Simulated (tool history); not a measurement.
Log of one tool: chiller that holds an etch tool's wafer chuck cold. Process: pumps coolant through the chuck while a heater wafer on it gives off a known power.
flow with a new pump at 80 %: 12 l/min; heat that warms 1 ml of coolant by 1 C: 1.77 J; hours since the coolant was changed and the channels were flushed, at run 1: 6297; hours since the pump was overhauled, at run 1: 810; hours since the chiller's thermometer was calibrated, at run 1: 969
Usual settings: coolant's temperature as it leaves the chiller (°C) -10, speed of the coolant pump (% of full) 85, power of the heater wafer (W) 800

run,hour,coolant's temperature as it leaves the chiller (°C),speed of the coolant pump (% of full),power of the heater wafer (W),hours since the coolant was changed and the channels were flushed,hours since the pump was overhauled,hours since the chiller's thermometer was calibrated,chuck's temperature once it has settled (°C),how much warmer the coolant comes back (C)
1,0,-10,85,800,6297,810,969,-1.4,2.09
2,23,-10,85,800,6320,833,992,-1.3,2.12
3,60.2,-10,85,800,6357,871,1029,-1.5,2.1
4,89,-7,85,800,6386,899,1058,1.6,2.09
5,119.2,-7,85,800,6416,930,1088,1.7,2.11
6,157.5,-10,85,800,6455,968,1126,-1.4,2.1
7,188.4,-10,74,800,6485,999,1157,-0.3,2.48
8,221.4,-16,85,800,6518,1032,1190,-7.1,2.12
9,240.1,-6,85,800,6537,1050,1209,2.7,2.12
10,276.9,-6,85,800,6574,1087,1245,2.7,2.09
11,305.5,-8,85,698,6603,1116,1274,-0.5,1.85
12,335.8,-8,85,698,6633,1146,1304,-0.5,1.83

Run 13 comes next. What will it give?
13,357.6,-19,90,645,6655,1168,1326,?,?

{"run 13": {"chuck's temperature once it has settled (°C)": -12.5, "how much warmer the coolant comes back (C)": 1.58}}
Without the tool's hidden state the same run would have given chuck's temperature once it has settled (°C) -12.5, how much warmer the coolant comes back (C) 1.58.

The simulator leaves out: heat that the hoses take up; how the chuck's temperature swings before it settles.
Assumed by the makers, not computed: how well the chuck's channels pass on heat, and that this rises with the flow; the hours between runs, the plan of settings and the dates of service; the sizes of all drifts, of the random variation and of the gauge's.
